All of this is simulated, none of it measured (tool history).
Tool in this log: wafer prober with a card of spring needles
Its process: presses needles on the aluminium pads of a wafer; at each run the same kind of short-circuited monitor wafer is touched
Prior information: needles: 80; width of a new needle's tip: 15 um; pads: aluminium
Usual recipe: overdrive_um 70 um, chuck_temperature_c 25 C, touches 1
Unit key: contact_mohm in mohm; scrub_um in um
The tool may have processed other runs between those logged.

run	hour	overdrive_um	chuck_temperature_c	touches	contact_mohm	scrub_um
1	0	70	25	1	248	15.24
# hour 7.3: tips cleaned on abrasive film
# hour 15.5: tips cleaned on abrasive film
2	22.5	70	25	1	249	15.21
# hour 23.6: tips cleaned on abrasive film
# hour 32.4: tips cleaned on abrasive film
# hour 40: tips cleaned on abrasive film
3	40	70	25	1	247	15.37
# hour 47.9: tips cleaned on abrasive film
4	51.6	70	25	1	250	15.23
# hour 56.3: tips cleaned on abrasive film
# hour 64: tips cleaned on abrasive film
5	67.8	70	25	1	243	15.24
# hour 72.6: tips cleaned on abrasive film
# hour 80.5: tips cleaned on abrasive film
6	82.6	70	92	1	265	15.11
# hour 88.8: tips cleaned on abrasive film
# hour 96.6: tips cleaned on abrasive film
7	102.3	70	25	1	244	15.18
# hour 104.2: tips cleaned on abrasive film
# hour 111.9: tips cleaned on abrasive film
8	113.5	70	25	1	249	15.27
# hour 120.8: tips cleaned on abrasive film
# hour 129.3: tips cleaned on abrasive film
9	132.3	70	25	1	245	15.15
# hour 137.1: tips cleaned on abrasive film
# hour 145: tips cleaned on abrasive film
10	151.1	70	72	1	259	15.24
# hour 153: tips cleaned on abrasive film
# hour 160.7: tips cleaned on abrasive film
11	160.8	70	72	1	254	15.27
# hour 168.5: tips cleaned on abrasive film
12	175.3	70	72	1	256	15.22
# hour 177.1: tips cleaned on abrasive film
# hour 185.2: tips cleaned on abrasive film
# hour 193.6: tips cleaned on abrasive film
13	197.8	70	25	1	244	15.13
# hour 202: tips cleaned on abrasive film
# hour 209.5: tips cleaned on abrasive film
# hour 218.2: tips cleaned on abrasive film
14	220.3	70	25	1	241	15.16
# hour 226.5: tips cleaned on abrasive film
# hour 234.7: tips cleaned on abrasive film
15	240.4	70	25	1	249	15.16
# hour 242.2: tips cleaned on abrasive film
# hour 250.3: tips cleaned on abrasive film
16	251.5	54	48	3	256	11.69
# hour 259: tips cleaned on abrasive film
17	265.1	54	48	3	255	11.7
# hour 267: tips cleaned on abrasive film
# hour 275.7: tips cleaned on abrasive film
# hour 280.3: height of the first contact set anew
18	281.6	70	25	1	246	15.17
# hour 283.5: tips cleaned on abrasive film
# hour 290.8: tips cleaned on abrasive film
# hour 298.1: tips cleaned on abrasive film
19	299.4	70	110	1	270	15.17
# hour 305.9: tips cleaned on abrasive film
# hour 314.4: tips cleaned on abrasive film
20	317.5	70	110	1	269	15.23
# hour 322.5: tips cleaned on abrasive film
# hour 331: tips cleaned on abrasive film
21	335.4	70	110	1	264	15.18
# hour 339.7: tips cleaned on abrasive film
# hour 347.4: tips cleaned on abrasive film
22	352.1	70	85	2	263	15.34
# hour 355.5: tips cleaned on abrasive film
# hour 363.7: tips cleaned on abrasive film
# hour 371.7: tips cleaned on abrasive film
23	371.7	70	119	3	268	15.25
# hour 379.4: tips cleaned on abrasive film
# hour 386.8: tips cleaned on abrasive film
24	387.1	70	53	3	252	15.25
# hour 395.6: tips cleaned on abrasive film
# hour 403.3: tips cleaned on abrasive film
25	403.3	74	88	1	263	16.1
# hour 412.2: tips cleaned on abrasive film
# hour 420: tips cleaned on abrasive film
26	424	74	88	1	261	16.06
# hour 427.7: tips cleaned on abrasive film
# hour 435.8: tips cleaned on abrasive film
27	440.5	83	40	1	251	17.99
# hour 444.7: tips cleaned on abrasive film
28	451.7	83	107	2	267	18.1
# hour 453.3: tips cleaned on abrasive film
# hour 462.2: tips cleaned on abrasive film
# hour 471.2: tips cleaned on abrasive film
29	475.1	83	107	2	266	18.07

Branching from run 29: 4 alternative next runs. What would each branch give?
# hour 479.2: tips cleaned on abrasive film
# hour 487.1: tips cleaned on abrasive film
A	487.1	70	25	1	?	?
# hour 479.2: tips cleaned on abrasive film
# hour 487.1: tips cleaned on abrasive film
B	487.1	80	107	2	?	?
# hour 479.2: tips cleaned on abrasive film
# hour 487.1: tips cleaned on abrasive film
C	487.1	58	115	2	?	?
# hour 479.2: tips cleaned on abrasive film
# hour 487.1: tips cleaned on abrasive film
D	487.1	53	78	2	?	?

run	contact_mohm	scrub_um
A	248	15.24
B	268	17.45
C	272	12.59
D	261	11.5
Without the tool's unlogged condition, the same runs would have read:
run	contact_mohm	scrub_um
A	248	15.25
B	268	17.46
C	272	12.6
D	261	11.51

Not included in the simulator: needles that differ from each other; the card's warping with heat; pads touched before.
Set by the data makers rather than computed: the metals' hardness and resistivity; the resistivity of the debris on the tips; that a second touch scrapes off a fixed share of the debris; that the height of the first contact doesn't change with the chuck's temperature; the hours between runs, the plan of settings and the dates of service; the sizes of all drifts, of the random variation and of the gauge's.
